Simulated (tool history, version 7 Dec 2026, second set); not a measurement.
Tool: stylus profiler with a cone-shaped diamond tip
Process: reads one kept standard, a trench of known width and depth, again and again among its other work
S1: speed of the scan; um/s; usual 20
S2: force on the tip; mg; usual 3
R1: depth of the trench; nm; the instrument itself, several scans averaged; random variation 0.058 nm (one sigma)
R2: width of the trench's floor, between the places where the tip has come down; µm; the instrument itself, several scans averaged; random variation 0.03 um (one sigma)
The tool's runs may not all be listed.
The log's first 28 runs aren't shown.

run 29 day=78.712 | S1=6 S2=4.82 | R1=204.42 R2=47.71
run 30 day=82.15 | S1=6 S2=4.82 | R1=204.51 R2=47.64
run 31 day=84.633 | S1=50 S2=1.1 | R1=201.4 R2=47.29
run 32 day=86.371 | S1=50 S2=1.1 | R1=201.29 R2=47.22
run 33 day=88.525 | S1=50 S2=1.1 | R1=201.47 R2=47.26
run 34 day=90.958 | S1=64 S2=1.09 | R1=201.29 R2=47.09
run 35 day=92.671 | S1=10 S2=2.37 | R1=202.5 R2=47.57
run 36 day=94.75 | S1=9 S2=2.94 | R1=202.86 R2=47.62
run 37 day=97.979 | S1=9 S2=6.45 | R1=205.32 R2=47.6
run 38 day=101.571 | S1=9 S2=6.45 | R1=205.25 R2=47.66
run 39 day=103.592 | S1=19 S2=1.89 | R1=202.03 R2=47.52
run 40 day=107.421 | S1=67 S2=1.18 | R1=201.33 R2=47.1
run 41 day=109.112 | S1=23 S2=2.13 | R1=202.2 R2=47.49
run 42 day=111.917 | S1=23 S2=2.13 | R1=202.16 R2=47.51
run 43 day=115.671 | S1=23 S2=2.13 | R1=202.16 R2=47.44

Forecast each of these 5 alternatives for the next run:
run A day=118.204 | S1=7 S2=7.03 | R1=? R2=?
run B day=118.204 | S1=28 S2=3.05 | R1=? R2=?
run C day=118.204 | S1=60 S2=2.34 | R1=? R2=?
run D day=118.204 | S1=7 S2=3 | R1=? R2=?
run E day=118.204 | S1=8 S2=3.25 | R1=? R2=?

run=A R1=205.38 R2=47.6
run=B R1=202.85 R2=47.51
run=C R1=202.28 R2=47.26
run=D R1=202.82 R2=47.59
run=E R1=203.03 R2=47.58
Without the tool's hidden state the same runs would have given:
run=A R1=206.05 R2=48.25
run=B R1=203.51 R2=48.16
run=C R1=202.94 R2=47.91
run=D R1=203.48 R2=48.24
run=E R1=203.69 R2=48.23

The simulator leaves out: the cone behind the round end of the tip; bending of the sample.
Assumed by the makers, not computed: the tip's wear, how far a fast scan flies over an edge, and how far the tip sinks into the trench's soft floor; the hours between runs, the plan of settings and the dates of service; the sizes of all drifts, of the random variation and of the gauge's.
